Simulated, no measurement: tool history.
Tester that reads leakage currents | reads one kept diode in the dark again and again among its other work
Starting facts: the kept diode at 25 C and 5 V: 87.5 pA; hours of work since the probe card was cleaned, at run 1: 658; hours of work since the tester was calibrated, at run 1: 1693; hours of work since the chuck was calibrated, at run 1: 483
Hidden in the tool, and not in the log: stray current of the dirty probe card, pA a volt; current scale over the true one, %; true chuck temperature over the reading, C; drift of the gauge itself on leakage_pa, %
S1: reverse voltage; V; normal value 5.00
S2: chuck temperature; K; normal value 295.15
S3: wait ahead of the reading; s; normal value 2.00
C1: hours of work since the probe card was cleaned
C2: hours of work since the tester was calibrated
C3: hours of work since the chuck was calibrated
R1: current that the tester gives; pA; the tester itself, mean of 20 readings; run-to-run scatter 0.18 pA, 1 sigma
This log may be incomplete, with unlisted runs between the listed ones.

run    hour    S1      S2    S3   C1    C2    C3      R1
  1     0.0  5.00  295.15  2.00  658  1693   483   70.80
  2    68.3  5.00  302.15  2.00  705  1741   530  117.53
  3   146.9  5.00  317.15  2.00  760  1795   585  332.28
  4   249.5  7.60  295.15  2.00  831  1866   656   90.63
  5   317.3  7.60  295.15  2.00  878  1913   703   90.64
  6   408.7  7.60  295.15  2.00  941  1977   767   90.76
  7   491.7  3.80  295.15  2.00  999  2034   824   59.82
      510.1  -- probe card cleaned and baked
  8   597.2  5.00  298.15  2.99   60  2106   895   85.25
  9   639.7  1.99  293.15  4.37   90  2135   925   33.94
 10   712.1  1.99  293.15  4.37  140  2185   975   33.84
 11   790.6  4.13  294.15  0.50  195  2240  1030   58.94
 12   864.3  4.13  294.15  0.50  246  2291  1081   58.63
 13   917.2  4.13  294.15  0.50  282  2328  1117   58.71
 14  1009.4  4.13  294.15  0.50  346  2392  1181   58.55

3 options for the next run, each taken on its own from the tool as it stands now. Forecast them:
  A  1060.2  4.13  294.15  0.47  382  2427  1217   ?
  B  1060.2  1.42  309.15  3.06  382  2427  1217   ?
  C  1060.2  4.13  302.15  5.19  382  2427  1217   ?

run      R1
  A   58.86
  B   89.64
  C  101.03
What these runs would have given with no unlogged condition in the tool:
run      R1
  A   61.30
  B   94.07
  C  105.80

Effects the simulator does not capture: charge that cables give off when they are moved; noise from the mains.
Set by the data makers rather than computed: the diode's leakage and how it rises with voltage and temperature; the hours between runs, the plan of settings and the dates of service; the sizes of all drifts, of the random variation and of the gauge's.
